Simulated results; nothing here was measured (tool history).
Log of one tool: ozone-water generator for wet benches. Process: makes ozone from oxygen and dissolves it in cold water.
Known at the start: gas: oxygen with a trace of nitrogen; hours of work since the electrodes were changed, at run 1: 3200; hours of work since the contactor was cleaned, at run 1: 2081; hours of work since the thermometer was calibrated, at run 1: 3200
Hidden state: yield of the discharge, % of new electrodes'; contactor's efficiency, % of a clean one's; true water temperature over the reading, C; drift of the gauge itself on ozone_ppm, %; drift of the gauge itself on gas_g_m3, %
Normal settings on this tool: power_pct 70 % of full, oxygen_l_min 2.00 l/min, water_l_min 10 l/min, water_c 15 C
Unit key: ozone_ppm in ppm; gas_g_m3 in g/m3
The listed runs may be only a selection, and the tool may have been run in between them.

run,day,power_pct,oxygen_l_min,water_l_min,water_c,hours of work since the electrodes were changed,hours of work since the contactor was cleaned,hours of work since the thermometer was calibrated,ozone_ppm,gas_g_m3
1,0.000,70,2.00,10,15,3200,2081,3200,17.9,213.8
2,2.750,70,1.91,10,15,3258,2139,3258,17.8,220.6
3,5.475,70,2.00,10,15,3316,2197,3316,17.7,213.0
4,7.538,70,2.00,10,15,3360,2241,3360,17.6,213.5
5,9.296,70,2.00,10,15,3397,2278,3397,17.5,211.2
6,11.821,70,2.00,10,15,3451,2332,3451,17.5,212.3
7,13.708,70,3.24,10,15,3491,2372,3491,17.0,157.1
8,17.629,70,3.24,10,15,3574,2455,3574,17.1,156.7
9,20.217,70,2.00,10,15,3629,2510,3629,17.1,210.3
10,24.038,70,1.17,10,15,3710,2591,3710,16.5,294.2
11,26.779,70,2.71,10,15,3769,2650,3769,16.9,174.2

What does the tool deliver on the next run?
12,29.104,70,2.00,10,7,3818,2699,3818,?,?

Run 12 yielded ozone_ppm 18.4 ppm, gas_g_m3 211.1 g/m3.
If the tool had no hidden condition, the same run with the same run-to-run variation would have returned ozone_ppm 23.1 ppm, gas_g_m3 238.8 g/m3.
